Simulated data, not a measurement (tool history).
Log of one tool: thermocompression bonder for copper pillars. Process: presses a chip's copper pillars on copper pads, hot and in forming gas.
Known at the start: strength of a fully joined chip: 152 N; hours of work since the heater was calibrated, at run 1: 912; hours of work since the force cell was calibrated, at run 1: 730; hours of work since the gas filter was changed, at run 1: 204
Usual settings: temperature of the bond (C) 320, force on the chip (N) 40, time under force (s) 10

run   hour  temperature of the bond (C)  force on the chip (N)  time under force (s)  hours of work since the heater was calibrated  hours of work since the force cell was calibrated  hours of work since the gas filter was changed  force that shears a chip off (N)
  1    0.0                          320                     40                    10                                            912                                                730                                             204                              98.1
  2   45.5                          320                     40                    10                                            932                                                749                                             224                              98.0
      57.3  -- force cell calibrated
     103.0  -- forming gas filter changed
  3  103.2                          320                     40                    21                                            956                                                 20                                               0                             123.0
  4  131.5                          320                     40                    21                                            968                                                 32                                              12                             123.9
  5  175.9                          320                     40                    10                                            987                                                 51                                              32                             104.4
  6  219.7                          320                     40                    10                                           1006                                                 70                                              51                             105.4
  7  265.3                          320                     40                    16                                           1026                                                 90                                              70                             116.1
  8  303.6                          320                     40                    16                                           1043                                                107                                              87                             115.6
  9  347.2                          320                     40                    16                                           1062                                                125                                             106                             115.9
 10  375.4                          341                     27                    22                                           1074                                                138                                             118                             114.2
 11  421.4                          320                     47                    17                                           1094                                                158                                             138                             122.4
 12  468.0                          320                     56                     9                                           1114                                                178                                             158                             115.3
 13  509.7                          320                     56                     9                                           1132                                                196                                             176                             113.3
 14  542.2                          327                     32                     6                                           1146                                                210                                             191                              79.3
 15  566.8                          336                     31                    15                                           1157                                                221                                             201                             106.5
 16  605.4                          301                     59                     6                                           1174                                                238                                             218                              96.3
 17  648.4                          301                     59                     6                                           1192                                                256                                             237                              96.0
     675.1  -- forming gas filter changed
 18  682.0                          301                     51                     9                                           1207                                                270                                               3                             103.1

Measured less the same run without the tool's hidden state. The same run-to-run variation is in both; the gauge's scatter may not be:
The hidden state here: true temperature of the bond over the reading, C; force that reaches the chip, % of what is set; oxide that the forming gas leaves, % of the face; drift of the gauge itself on shear_n, %.
run  force that shears a chip off (N)
  1                              -3.8
  2                              -4.2
  3                              +2.0
  4                              +1.7
  5                              +1.7
  6                              +1.5
  7                              +0.7
  8                              +0.3
  9                              -0.1
 10                              -0.5
 11                              -1.3
 12                              -1.3
 13                              -1.8
 14                              -0.6
 15                              -2.0
 16                              -1.4
 17                              -1.8
 18                              +2.5
